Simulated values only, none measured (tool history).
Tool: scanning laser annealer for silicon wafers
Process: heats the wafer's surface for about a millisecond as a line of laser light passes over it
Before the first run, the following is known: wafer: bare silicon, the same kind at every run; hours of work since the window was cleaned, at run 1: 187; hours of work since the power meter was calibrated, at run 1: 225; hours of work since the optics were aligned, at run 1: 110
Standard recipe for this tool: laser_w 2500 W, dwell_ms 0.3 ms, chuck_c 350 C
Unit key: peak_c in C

| run | hour | laser_w | dwell_ms | chuck_c | hours of work since the window was cleaned | hours of work since the power meter was calibrated | hours of work since the optics were aligned | peak_c |
|---|---|---|---|---|---|---|---|---|
| 1 | 0 | 2500 | 0.3 | 350 | 187 | 225 | 110 | 1141 |
| 2 | 7.2 | 2500 | 0.3 | 350 | 190 | 229 | 113 | 1137 |
| 3 | 14.7 | 2500 | 0.3 | 350 | 194 | 232 | 117 | 1139 |
| 4 | 24.1 | 2500 | 0.3 | 347 | 198 | 237 | 122 | 1135 |
| 5 | 35.4 | 2500 | 0.3 | 347 | 204 | 242 | 127 | 1134 |
| 6 | 41.1 | 2500 | 0.3 | 350 | 207 | 245 | 130 | 1139 |
| 7 | 53.5 | 2500 | 0.3 | 350 | 213 | 251 | 136 | 1137 |
| 8 | 60.3 | 2500 | 0.3 | 345 | 216 | 254 | 139 | 1132 |
| 9 | 72 | 2500 | 0.362 | 350 | 222 | 260 | 145 | 1221 |
| 10 | 81.9 | 2500 | 0.362 | 350 | 226 | 265 | 150 | 1219 |
| 11 | 91.4 | 2500 | 0.3 | 311 | 231 | 269 | 154 | 1097 |
| 12 | 97.6 | 2500 | 0.3 | 311 | 234 | 272 | 157 | 1097 |
| 13 | 109.5 | 2500 | 0.3 | 329 | 240 | 278 | 163 | 1113 |
| 14 | 115.6 | 2500 | 0.3 | 329 | 243 | 281 | 166 | 1116 |
| 15 | 124.8 | 2500 | 0.3 | 329 | 247 | 286 | 170 | 1116 |
| 16 | 132.1 | 2500 | 0.3 | 329 | 251 | 289 | 174 | 1117 |
| 17 | 139.8 | 2414 | 0.367 | 385 | 254 | 293 | 178 | 1224 |

Run 18 comes next. What will it give?
| 18 | 148.1 | 2689 | 0.269 | 327 | 258 | 297 | 182 | ? |

{"run 18": {"peak_c": 1134}}
With no hidden state in the tool, this same run would have given peak_c 1145 C.

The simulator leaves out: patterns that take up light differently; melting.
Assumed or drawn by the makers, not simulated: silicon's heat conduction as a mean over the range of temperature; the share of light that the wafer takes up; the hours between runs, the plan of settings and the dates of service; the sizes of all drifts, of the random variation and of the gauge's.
